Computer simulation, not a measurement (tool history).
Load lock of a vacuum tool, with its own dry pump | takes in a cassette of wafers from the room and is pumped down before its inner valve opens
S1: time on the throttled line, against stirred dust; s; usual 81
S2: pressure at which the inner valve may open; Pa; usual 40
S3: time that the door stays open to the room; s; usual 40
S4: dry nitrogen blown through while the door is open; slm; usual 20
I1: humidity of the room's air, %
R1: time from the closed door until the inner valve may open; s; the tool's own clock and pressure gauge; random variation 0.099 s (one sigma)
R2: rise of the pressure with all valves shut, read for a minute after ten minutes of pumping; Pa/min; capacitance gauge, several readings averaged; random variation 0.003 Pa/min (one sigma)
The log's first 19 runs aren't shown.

run    hour  S1  S2   S3  S4    I1      R1     R2
 20  5158.7  81  44  131  11  46.4  101.12  0.163
 21  5341.8  81  32  131   5  45.9  102.51  0.179
 22  5647.4  81  32  131   5  44.9  102.61  0.191
 23  5883.1  58  32  131  23  41.6   82.19  0.178
 24  6221.6  81  51  127  20  46.7   100.7  0.196
 25  6378.8  81  51   81  19  42.3  100.65  0.202
 26  6589.1  81  69   81  19  47.8   99.55  0.205
 27  6755.9  50  66  154  19  45.3   72.35  0.217
 28  6989.2  50  66  154  19  46.5   72.28  0.229
 29  7319.9  77  61   56   9  43.1   96.53  0.236
 30    7655  81  30   40  19  44.7  103.08  0.235
 31  7879.2  81  49   40  22  45.2   101.2  0.249
 32  8206.2  91  29   40   8  45.2  111.99   0.27
 33  8506.6  91  29   40   6    46  112.03  0.292
 34  8849.3  91  29   52   6  45.4  112.28  0.306
 35  9197.3  71  29   30  19  46.8   94.42  0.305
 36  9484.8  71  53  223  39  46.8   92.33  0.318

3 ways to go on from here, each from the tool as it stands after run 36. What would each give?
  A  9806  145  40  40  20  47.9   ?   ?
  B  9806   47  46  40  16  46.5   ?   ?
  C  9806   71  53  25  39    46   ?   ?

run      R1     R2
  A  158.64  0.337
  B   71.41   0.33
  C   92.11  0.322
Without the tool's hidden state the same runs would have given:
run      R1     R2
  A  157.72   0.02
  B   69.76  0.013
  C   90.68  0.003
